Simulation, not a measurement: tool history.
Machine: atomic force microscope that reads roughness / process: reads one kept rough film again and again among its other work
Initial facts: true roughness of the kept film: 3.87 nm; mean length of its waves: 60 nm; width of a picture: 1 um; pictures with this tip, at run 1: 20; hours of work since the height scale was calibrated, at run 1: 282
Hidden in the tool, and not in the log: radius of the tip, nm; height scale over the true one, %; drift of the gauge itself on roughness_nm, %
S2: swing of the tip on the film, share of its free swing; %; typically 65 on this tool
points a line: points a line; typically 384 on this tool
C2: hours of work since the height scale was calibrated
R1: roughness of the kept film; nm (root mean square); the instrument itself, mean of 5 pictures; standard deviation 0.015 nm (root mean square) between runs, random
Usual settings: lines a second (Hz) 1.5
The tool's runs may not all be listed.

{"run": 1, "hour": 0.0, "lines a second (Hz)": 1.5, "S2": 65, "points a line": 384, "pictures with this tip": 20, "C2": 282, "R1": 3.487}
{"run": 2, "hour": 15.8, "lines a second (Hz)": 1.5, "S2": 65, "points a line": 384, "pictures with this tip": 40, "C2": 289, "R1": 3.446}
{"run": 3, "hour": 31.7, "lines a second (Hz)": 1.5, "S2": 65, "points a line": 384, "pictures with this tip": 60, "C2": 296, "R1": 3.347}
{"run": 4, "hour": 49.5, "lines a second (Hz)": 1.5, "S2": 56, "points a line": 384, "pictures with this tip": 82, "C2": 303, "R1": 3.349}
{"run": 5, "hour": 63.5, "lines a second (Hz)": 3.63, "S2": 65, "points a line": 384, "pictures with this tip": 100, "C2": 309, "R1": 3.087}
{"hour": 80.5, "done": "new tip fitted"}
{"run": 6, "hour": 80.5, "lines a second (Hz)": 1.31, "S2": 65, "points a line": 384, "pictures with this tip": 0, "C2": 316, "R1": 3.565}
{"run": 7, "hour": 97.0, "lines a second (Hz)": 1.5, "S2": 66, "points a line": 384, "pictures with this tip": 20, "C2": 323, "R1": 3.511}
{"run": 8, "hour": 113.3, "lines a second (Hz)": 1.5, "S2": 66, "points a line": 384, "pictures with this tip": 41, "C2": 330, "R1": 3.427}
{"run": 9, "hour": 130.0, "lines a second (Hz)": 1.5, "S2": 66, "points a line": 384, "pictures with this tip": 62, "C2": 338, "R1": 3.335}
{"run": 10, "hour": 146.3, "lines a second (Hz)": 1.5, "S2": 66, "points a line": 384, "pictures with this tip": 82, "C2": 345, "R1": 3.283}
{"run": 11, "hour": 155.1, "lines a second (Hz)": 1.5, "S2": 65, "points a line": 384, "pictures with this tip": 93, "C2": 348, "R1": 3.284}
{"run": 12, "hour": 171.5, "lines a second (Hz)": 1.5, "S2": 65, "points a line": 384, "pictures with this tip": 114, "C2": 355, "R1": 3.218}
{"hour": 178.4, "done": "new tip fitted"}
{"run": 13, "hour": 188.3, "lines a second (Hz)": 1.5, "S2": 65, "points a line": 384, "pictures with this tip": 12, "C2": 362, "R1": 3.488}
{"run": 14, "hour": 199.3, "lines a second (Hz)": 1.5, "S2": 69, "points a line": 384, "pictures with this tip": 26, "C2": 367, "R1": 3.429}
{"run": 15, "hour": 217.6, "lines a second (Hz)": 1.5, "S2": 65, "points a line": 823, "pictures with this tip": 49, "C2": 375, "R1": 3.39}
{"run": 16, "hour": 230.8, "lines a second (Hz)": 1.5, "S2": 65, "points a line": 823, "pictures with this tip": 65, "C2": 381, "R1": 3.337}
{"run": 17, "hour": 244.6, "lines a second (Hz)": 1.5, "S2": 65, "points a line": 823, "pictures with this tip": 83, "C2": 387, "R1": 3.293}
{"run": 18, "hour": 260.4, "lines a second (Hz)": 1.4, "S2": 70, "points a line": 372, "pictures with this tip": 103, "C2": 393, "R1": 3.202}
{"run": 19, "hour": 270.8, "lines a second (Hz)": 2.68, "S2": 78, "points a line": 371, "pictures with this tip": 116, "C2": 398, "R1": 2.914}
{"hour": 275.4, "done": "new tip fitted"}
{"run": 20, "hour": 280.5, "lines a second (Hz)": 2.68, "S2": 78, "points a line": 371, "pictures with this tip": 6, "C2": 402, "R1": 3.232}
{"run": 21, "hour": 298.0, "lines a second (Hz)": 0.9, "S2": 78, "points a line": 324, "pictures with this tip": 28, "C2": 409, "R1": 3.438}
{"run": 22, "hour": 314.6, "lines a second (Hz)": 0.9, "S2": 87, "points a line": 893, "pictures with this tip": 49, "C2": 417, "R1": 3.316}
{"run": 23, "hour": 330.0, "lines a second (Hz)": 0.9, "S2": 87, "points a line": 893, "pictures with this tip": 68, "C2": 423, "R1": 3.246}
{"run": 24, "hour": 339.4, "lines a second (Hz)": 2.11, "S2": 65, "points a line": 384, "pictures with this tip": 80, "C2": 427, "R1": 3.24}
{"run": 25, "hour": 347.7, "lines a second (Hz)": 2.11, "S2": 88, "points a line": 646, "pictures with this tip": 90, "C2": 431, "R1": 2.902}
{"run": 26, "hour": 356.2, "lines a second (Hz)": 0.65, "S2": 80, "points a line": 629, "pictures with this tip": 101, "C2": 434, "R1": 3.251}
{"run": 27, "hour": 368.2, "lines a second (Hz)": 0.65, "S2": 80, "points a line": 629, "pictures with this tip": 116, "C2": 440, "R1": 3.193}
{"hour": 372.5, "done": "new tip fitted"}
{"run": 28, "hour": 380.4, "lines a second (Hz)": 3.93, "S2": 64, "points a line": 1017, "pictures with this tip": 10, "C2": 445, "R1": 3.349}
{"run": 29, "hour": 393.2, "lines a second (Hz)": 1.5, "S2": 75, "points a line": 384, "pictures with this tip": 26, "C2": 450, "R1": 3.378}
{"run": 30, "hour": 404.1, "lines a second (Hz)": 1.5, "S2": 75, "points a line": 384, "pictures with this tip": 40, "C2": 455, "R1": 3.335}
{"run": 31, "hour": 413.2, "lines a second (Hz)": 1.5, "S2": 75, "points a line": 384, "pictures with this tip": 51, "C2": 459, "R1": 3.276}
{"run": 32, "hour": 422.0, "lines a second (Hz)": 0.84, "S2": 75, "points a line": 384, "pictures with this tip": 62, "C2": 462, "R1": 3.332}
{"run": 33, "hour": 433.0, "lines a second (Hz)": 0.84, "S2": 75, "points a line": 384, "pictures with this tip": 76, "C2": 467, "R1": 3.304}

4 ways to go on from here, each from the tool as it stands after run 33. What would each give?
{"run": "A", "hour": 444.9, "lines a second (Hz)": 1.5, "S2": 65, "points a line": 359, "pictures with this tip": 91, "C2": 472, "R1": "?"}
{"run": "B", "hour": 444.9, "lines a second (Hz)": 1.5, "S2": 59, "points a line": 384, "pictures with this tip": 91, "C2": 472, "R1": "?"}
{"run": "C", "hour": 444.9, "lines a second (Hz)": 3.35, "S2": 56, "points a line": 384, "pictures with this tip": 91, "C2": 472, "R1": "?"}
{"run": "D", "hour": 444.9, "lines a second (Hz)": 0.84, "S2": 80, "points a line": 384, "pictures with this tip": 91, "C2": 472, "R1": "?"}

run=A R1=3.247
run=B R1=3.282
run=C R1=3.225
run=D R1=3.235
Without the tool's hidden state the same runs would have given:
run=A R1=3.571
run=B R1=3.611
run=C R1=3.548
run=D R1=3.559

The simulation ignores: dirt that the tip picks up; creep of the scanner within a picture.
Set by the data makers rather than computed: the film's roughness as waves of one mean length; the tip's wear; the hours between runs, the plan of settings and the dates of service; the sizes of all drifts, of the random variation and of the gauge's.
